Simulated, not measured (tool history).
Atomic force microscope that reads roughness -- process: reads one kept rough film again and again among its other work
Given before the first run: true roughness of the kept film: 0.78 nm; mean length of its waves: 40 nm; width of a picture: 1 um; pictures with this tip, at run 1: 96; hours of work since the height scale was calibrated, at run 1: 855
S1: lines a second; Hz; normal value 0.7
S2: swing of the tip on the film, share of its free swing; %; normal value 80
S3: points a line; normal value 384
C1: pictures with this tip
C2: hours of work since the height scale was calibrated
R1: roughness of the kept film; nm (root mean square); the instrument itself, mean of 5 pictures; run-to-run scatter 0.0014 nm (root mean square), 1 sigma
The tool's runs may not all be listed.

run   hour     S1  S2   S3   C1    C2     R1
  1      0    0.7  80  384   96   855  0.722
  2   34.9    0.7  80  384  151   880  0.722
  3   73.8    0.7  80  384  212   908  0.725
  4   97.3    0.7  80  384  249   925  0.723
     131.7  -- new tip fitted
  5  136.2    0.7  80  552    7   953  0.727
  6    177    0.7  80  316   71   983  0.722
  7  214.9  2.279  80  706  131  1010   0.64
  8  249.7  3.964  64  406  186  1036   0.67
  9  274.1    0.7  68  653  224  1053  0.745
 10  292.2    0.7  68  653  252  1067  0.745

Branching from run 10: 3 alternative next runs. What would each branch give?
  A   315    0.7  58  653  288  1083   ?
  B   315    0.7  80  933  288  1083   ?
  C   315  2.221  89  977  288  1083   ?

run     R1
  A  0.757
  B  0.725
  C  0.591
Had the tool no hidden state, the same runs would have come out as:
run     R1
  A  0.757
  B  0.725
  C  0.591
